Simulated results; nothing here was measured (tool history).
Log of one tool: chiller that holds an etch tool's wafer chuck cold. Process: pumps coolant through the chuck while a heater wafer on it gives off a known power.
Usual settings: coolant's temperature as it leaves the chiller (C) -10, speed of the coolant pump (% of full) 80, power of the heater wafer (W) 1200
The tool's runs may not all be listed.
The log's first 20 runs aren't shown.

run      day  coolant's temperature as it leaves the chiller (C)  speed of the coolant pump (% of full)  power of the heater wafer (W)  chuck's temperature once it has settled (C)  how much warmer the coolant comes back (C)
 21   95.600                                                 -10                                     70                            612                                         -5.2                                        2.03
 22   98.446                                                 -15                                     82                           1125                                         -6.8                                        3.26
 23  101.867                                                 -10                                     80                            652                                         -5.0                                        1.97
 24  105.588                                                 -10                                     80                            652                                         -5.0                                        1.93
 25  108.692                                                 -15                                     80                           1200                                         -6.0                                        3.54
 26  113.429                                                 -11                                     67                           1200                                         -1.1                                        4.22
 27  119.625                                                 -19                                     80                           1409                                         -8.6                                        4.21
 28  123.358                                                 -19                                     80                           1409                                         -8.4                                        4.17
 29  127.133                                                 -16                                     77                           1470                                         -4.7                                        4.54
 30  132.475                                                 -16                                     77                           1470                                         -4.5                                        4.63

4 ways to go on from here, each from the tool as it stands after run 30. What would each give?
  A  138.846                                                 -16                                     69                           1470                                            ?                                           ?
  B  138.846                                                 -10                                     97                            862                                            ?                                           ?
  C  138.846                                                  -6                                     93                            769                                            ?                                           ?
  D  138.846                                                  -2                                     77                           1370                                            ?                                           ?

run  chuck's temperature once it has settled (C)  how much warmer the coolant comes back (C)
  A                                         -3.7                                        5.08
  B                                         -3.8                                        2.14
  C                                         -0.5                                        2.03
  D                                          8.9                                        4.30
Without the tool's hidden state the same runs would have given:
run  chuck's temperature once it has settled (C)  how much warmer the coolant comes back (C)
  A                                         -5.5                                        4.69
  B                                         -4.9                                        1.98
  C                                         -1.6                                        1.87
  D                                          7.3                                        3.98

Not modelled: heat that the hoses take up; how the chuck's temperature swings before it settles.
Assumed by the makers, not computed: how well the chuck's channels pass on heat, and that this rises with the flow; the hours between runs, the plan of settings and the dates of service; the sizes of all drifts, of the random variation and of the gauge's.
